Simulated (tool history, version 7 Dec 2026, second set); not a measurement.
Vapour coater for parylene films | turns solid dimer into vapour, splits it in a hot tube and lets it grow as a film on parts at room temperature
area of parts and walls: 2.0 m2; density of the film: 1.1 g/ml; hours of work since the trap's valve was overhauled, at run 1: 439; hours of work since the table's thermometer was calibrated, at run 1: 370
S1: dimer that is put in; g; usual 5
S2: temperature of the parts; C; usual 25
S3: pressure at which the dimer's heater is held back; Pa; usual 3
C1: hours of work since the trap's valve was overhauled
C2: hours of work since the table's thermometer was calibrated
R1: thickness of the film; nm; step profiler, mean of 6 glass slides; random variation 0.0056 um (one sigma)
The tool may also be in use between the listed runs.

run,day,S1,S2,S3,C1,C2,R1
1,0,5,25,3,439,370,1550
2,2.425,5,26,3,464,395,1489
3,3.742,5,25,3,478,409,1556
4,4.879,5,23,3,490,421,1695
# day 7.071: trap's valve overhauled
5,7.1,5,23,3,0,442,1838
6,9.458,5,23,3,25,467,1823
7,11.05,5,21,3,42,484,1991
8,13.217,5,21,3,64,506,1983
9,14.312,5,21,3,76,518,1989
10,15.658,5,21,3,90,532,1972
11,16.904,5,25,8.61,103,545,1565
12,18.283,7,23,3.41,117,559,2515
13,20.729,7,23,3.41,143,585,2516
14,22.354,5,26,8.15,160,602,1478
15,24.312,5,26,7.31,180,622,1497
16,25.558,4,33,2.6,193,635,919
17,27.254,6,25,6.93,211,653,1875
18,29.417,4,28,9.16,233,675,1071
19,31.904,5,25,2.86,259,701,1626
20,34.142,5,25,5.6,283,725,1565

Run 21 comes next. What will it give?
21,36.471,3,25,11.54,307,749,?

{"run 21": {"R1": 897}}
Without the tool's hidden state the same run would have given R1 930 nm.
